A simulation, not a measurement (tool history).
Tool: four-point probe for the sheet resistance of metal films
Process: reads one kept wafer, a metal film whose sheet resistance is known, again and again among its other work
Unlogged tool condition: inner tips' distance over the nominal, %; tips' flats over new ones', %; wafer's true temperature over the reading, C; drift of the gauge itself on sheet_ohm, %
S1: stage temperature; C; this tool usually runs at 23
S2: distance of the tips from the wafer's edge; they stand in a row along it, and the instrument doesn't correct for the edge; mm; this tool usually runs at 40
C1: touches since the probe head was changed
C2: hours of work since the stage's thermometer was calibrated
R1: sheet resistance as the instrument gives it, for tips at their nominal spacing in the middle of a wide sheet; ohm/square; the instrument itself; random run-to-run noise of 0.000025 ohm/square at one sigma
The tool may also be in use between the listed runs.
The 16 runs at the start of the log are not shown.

run	hour	S1	S2	C1	C2	R1
17	461.1	29	40	24746	410	0.122495
18	484.8	20	14	25347	422	0.122426
19	501.5	30	50	25768	431	0.122501
20	520.3	30	50	26246	441	0.122535
21	554.0	29	7	27100	459	0.122820
22	591.8	31	8	28057	479	0.122804
23	617.1	29	28	28699	492	0.122528
24	638.9	29	28	29251	504	0.122513
25	667.3	29	28	29970	519	0.122593
26	698.7	23	4	30766	536	0.123402
27	723.9	27	5	31405	549	0.123193
28	759.0	19	27	32294	568	0.122346
29	797.2	19	27	33263	588	0.122345
30	813.9	19	27	33686	597	0.122368
31	851.8	19	20	34645	617	0.122362
32	886.7	19	20	35531	635	0.122390
33	908.2	19	20	36076	647	0.122396

Below are 5 alternative next runs, each starting from the tool's condition after run 33. Predict each:
A	929.7	27	7	36620	658	?
B	929.7	23	6	36620	658	?
C	929.7	22	8	36620	658	?
D	929.7	34	11	36620	658	?
E	929.7	32	40	36620	658	?

run	R1
A	0.122871
B	0.122888
C	0.122686
D	0.122847
E	0.122625
Without the tool's unlogged condition, the same runs would have read:
run	R1
A	0.123121
B	0.123137
C	0.122935
D	0.123098
E	0.122876
